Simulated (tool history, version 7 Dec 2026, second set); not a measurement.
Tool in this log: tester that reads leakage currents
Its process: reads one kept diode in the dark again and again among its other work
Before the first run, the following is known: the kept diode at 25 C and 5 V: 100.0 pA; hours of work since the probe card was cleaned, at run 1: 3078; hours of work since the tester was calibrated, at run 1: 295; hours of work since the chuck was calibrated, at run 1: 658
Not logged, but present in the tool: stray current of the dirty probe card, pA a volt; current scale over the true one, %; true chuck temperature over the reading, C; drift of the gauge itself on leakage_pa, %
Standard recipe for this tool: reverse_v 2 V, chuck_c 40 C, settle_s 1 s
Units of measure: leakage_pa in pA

run	hour	reverse_v	chuck_c	settle_s	hours of work since the probe card was cleaned	hours of work since the tester was calibrated	hours of work since the chuck was calibrated	leakage_pa
1	0	2	40	1	3078	295	658	245.41
2	82.5	2	40	1	3134	351	714	245.61
3	160.2	2	40	1	3187	404	766	247.69
4	264.4	2	40	1	3257	475	837	249.22
5	406.3	2	40	1	3353	571	933	248.58
6	492.6	2	40	1	3412	629	991	251.17
7	620.2	2	40	1	3498	716	1078	251.21
8	714.1	2.03	40	1	3562	779	1141	254.09
9	816.8	13.84	40	1	3631	849	1211	606.86
10	879.6	2	40	1	3674	891	1254	254.24
11	986	2	40	1	3746	963	1326	256.06
12	1099.1	2	40	1	3823	1040	1402	255.73
# hour 1156.9: probe card cleaned and baked
13	1232.2	2	40	1	51	1128	1490	255.92
14	1329.5	2	40	1	117	1194	1556	256.74
15	1455	3.38	40	1	202	1279	1641	323.39
16	1593.8	3.38	23	1	296	1373	1735	82.41
# hour 1605.7: tester calibrated
17	1727.9	1.57	23	1	386	83	1825	59.01
18	1793.9	9.62	40	1	430	128	1870	518.48
19	1876.9	1.4	21	1.18	486	184	1926	47.46
20	2011	1.4	35	9.03	577	275	2017	153.27
# hour 2081.9: tester calibrated, once more
# hour 2090.8: chuck's temperature calibrated
21	2090.8	1.4	35	9.03	629	5	0	131.58
22	2189.6	2.98	40	0.6	696	72	67	276.96
23	2284.5	2.98	40	0.6	760	136	131	276.63
24	2377.5	2.98	40	0.6	823	199	194	277.4
25	2483.9	6.53	32	1.4	895	271	266	208.01
26	2554.9	11.56	40	1	943	319	314	508.75
27	2676.9	2	40	2.99	1026	402	397	235.9
28	2752	2	40	2.99	1077	453	448	235.82
29	2880.5	2	24	5.05	1164	540	535	64.78
30	2972.8	1.25	30	0.31	1226	602	598	88.28

4 ways to go on from here, each from the tool as it stands after run 30. What would each give?
A	3056.8	1.25	29	0.31	1283	659	655	?
B	3056.8	10.39	25	0.32	1283	659	655	?
C	3056.8	2.77	54	0.86	1283	659	655	?
D	3056.8	1.93	22	2.21	1283	659	655	?

run	leakage_pa
A	81.22
B	154.82
C	774.71
D	54.13
Without the tool's hidden state the same runs would have given:
run	leakage_pa
A	77.39
B	144.06
C	746.5
D	50.97
